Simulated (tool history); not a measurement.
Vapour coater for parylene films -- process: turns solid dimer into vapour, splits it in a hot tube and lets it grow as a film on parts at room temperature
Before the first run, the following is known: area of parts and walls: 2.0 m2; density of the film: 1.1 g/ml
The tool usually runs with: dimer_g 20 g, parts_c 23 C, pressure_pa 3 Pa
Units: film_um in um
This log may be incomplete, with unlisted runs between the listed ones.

| run | hour | dimer_g | parts_c | pressure_pa | film_um |
|---|---|---|---|---|---|
| 1 | 0 | 20 | 23 | 3 | 5.8 |
| 2 | 27.4 | 20 | 23 | 3 | 5.66 |
| 3 | 57.1 | 20 | 23 | 3 | 5.71 |
| 4 | 78.1 | 20 | 23 | 3 | 5.61 |
| 5 | 94.2 | 20 | 24 | 3 | 5.29 |
| 6 | 112.1 | 20 | 23 | 3 | 5.66 |
| 7 | 131.8 | 20 | 23 | 2.99 | 5.51 |
| 8 | 145.9 | 25 | 23 | 3 | 6.91 |
| 9 | 165.6 | 25 | 23 | 3 | 6.87 |
| 10 | 182.7 | 16 | 23 | 3 | 4.29 |
| 11 | 211.6 | 16 | 23 | 3 | 4.29 |
|  | 227.6 | trap's valve overhauled |
| 12 | 245.5 | 16 | 23 | 3 | 4.8 |
| 13 | 271.4 | 20 | 23 | 3 | 5.99 |
| 14 | 296 | 20 | 23 | 3 | 6.02 |
| 15 | 322 | 20 | 23 | 11.54 | 5.11 |
| 16 | 338.4 | 20 | 23 | 11.54 | 5.13 |
| 17 | 361.1 | 20 | 23 | 3 | 5.81 |
| 18 | 390.5 | 20 | 23 | 5.21 | 5.43 |
| 19 | 410.3 | 20 | 23 | 5.21 | 5.36 |
| 20 | 424 | 20 | 23 | 5.21 | 5.38 |
| 21 | 453.8 | 20 | 34 | 5.21 | 3.25 |
| 22 | 471.8 | 17 | 19 | 3.38 | 5.6 |
| 23 | 485 | 12 | 16 | 8.23 | 4.14 |
| 24 | 510.8 | 35 | 23 | 9.36 | 8.71 |
| 25 | 524.3 | 15 | 19 | 5.92 | 4.65 |
| 26 | 554.5 | 15 | 22 | 5.92 | 3.97 |
| 27 | 576.9 | 16 | 23 | 2.33 | 4.49 |
|  | 583.4 | trap's valve overhauled |
| 28 | 605.4 | 12 | 29 | 5.19 | 2.61 |
| 29 | 621.1 | 18 | 25 | 2.76 | 4.97 |
| 30 | 651.4 | 9 | 23 | 3.69 | 2.65 |

Predict the results of run 31:
| 31 | 672.6 | 15 | 23 | 3.78 | ? |

{"run 31": {"film_um": 4.34}}
Minus the tool's unlogged condition, the same run would have read film_um 4.39 um.
